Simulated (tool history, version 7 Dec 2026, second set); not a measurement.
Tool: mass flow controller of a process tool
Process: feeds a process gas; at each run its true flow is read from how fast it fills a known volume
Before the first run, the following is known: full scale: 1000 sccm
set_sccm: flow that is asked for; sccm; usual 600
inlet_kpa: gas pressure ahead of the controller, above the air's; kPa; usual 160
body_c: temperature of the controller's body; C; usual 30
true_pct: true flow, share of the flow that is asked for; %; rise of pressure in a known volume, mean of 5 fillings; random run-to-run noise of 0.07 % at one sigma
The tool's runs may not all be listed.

{"run": 1, "day": 0.0, "set_sccm": 600, "inlet_kpa": 160, "body_c": 30, "true_pct": 98.13}
{"run": 2, "day": 3.879, "set_sccm": 600, "inlet_kpa": 160, "body_c": 30, "true_pct": 98}
{"run": 3, "day": 6.225, "set_sccm": 600, "inlet_kpa": 160, "body_c": 22, "true_pct": 98.91}
{"run": 4, "day": 8.429, "set_sccm": 600, "inlet_kpa": 160, "body_c": 30, "true_pct": 97.94}
{"run": 5, "day": 10.446, "set_sccm": 600, "inlet_kpa": 160, "body_c": 30, "true_pct": 97.93}
{"run": 6, "day": 12.879, "set_sccm": 600, "inlet_kpa": 160, "body_c": 27, "true_pct": 98.2}
{"run": 7, "day": 15.454, "set_sccm": 600, "inlet_kpa": 160, "body_c": 26, "true_pct": 98.35}
{"run": 8, "day": 17.529, "set_sccm": 600, "inlet_kpa": 164, "body_c": 30, "true_pct": 97.93}
{"run": 9, "day": 19.433, "set_sccm": 600, "inlet_kpa": 160, "body_c": 38, "true_pct": 97.11}
{"run": 10, "day": 21.471, "set_sccm": 600, "inlet_kpa": 204, "body_c": 21, "true_pct": 99.1}
{"run": 11, "day": 23.646, "set_sccm": 600, "inlet_kpa": 204, "body_c": 21, "true_pct": 99.1}
{"run": 12, "day": 26.083, "set_sccm": 465, "inlet_kpa": 160, "body_c": 24, "true_pct": 98.02}
{"run": 13, "day": 27.821, "set_sccm": 465, "inlet_kpa": 160, "body_c": 24, "true_pct": 97.92}
{"run": 14, "day": 30.767, "set_sccm": 600, "inlet_kpa": 172, "body_c": 37, "true_pct": 97.31}
{"run": 15, "day": 32.55, "set_sccm": 281, "inlet_kpa": 229, "body_c": 25, "true_pct": 97.08}
{"run": 16, "day": 34.254, "set_sccm": 327, "inlet_kpa": 190, "body_c": 26, "true_pct": 97.05}
{"run": 17, "day": 36.542, "set_sccm": 485, "inlet_kpa": 264, "body_c": 23, "true_pct": 98.66}

Measured less the same run without the tool's hidden state. The same run-to-run variation is in both; the gauge's scatter may not be:
What the log doesn't record here: flow at rest that the sensor doesn't see, % of full scale; true flow over the shown one, %; drift of the gauge itself on true_pct, %.
run=1 true_pct=-0.19
run=2 true_pct=-0.19
run=3 true_pct=-0.19
run=4 true_pct=-0.19
run=5 true_pct=-0.2
run=6 true_pct=-0.2
run=7 true_pct=-0.21
run=8 true_pct=-0.2
run=9 true_pct=-0.21
run=10 true_pct=-0.22
run=11 true_pct=-0.22
run=12 true_pct=-0.45
run=13 true_pct=-0.46
run=14 true_pct=-0.22
run=15 true_pct=-1.17
run=16 true_pct=-0.93
run=17 true_pct=-0.43
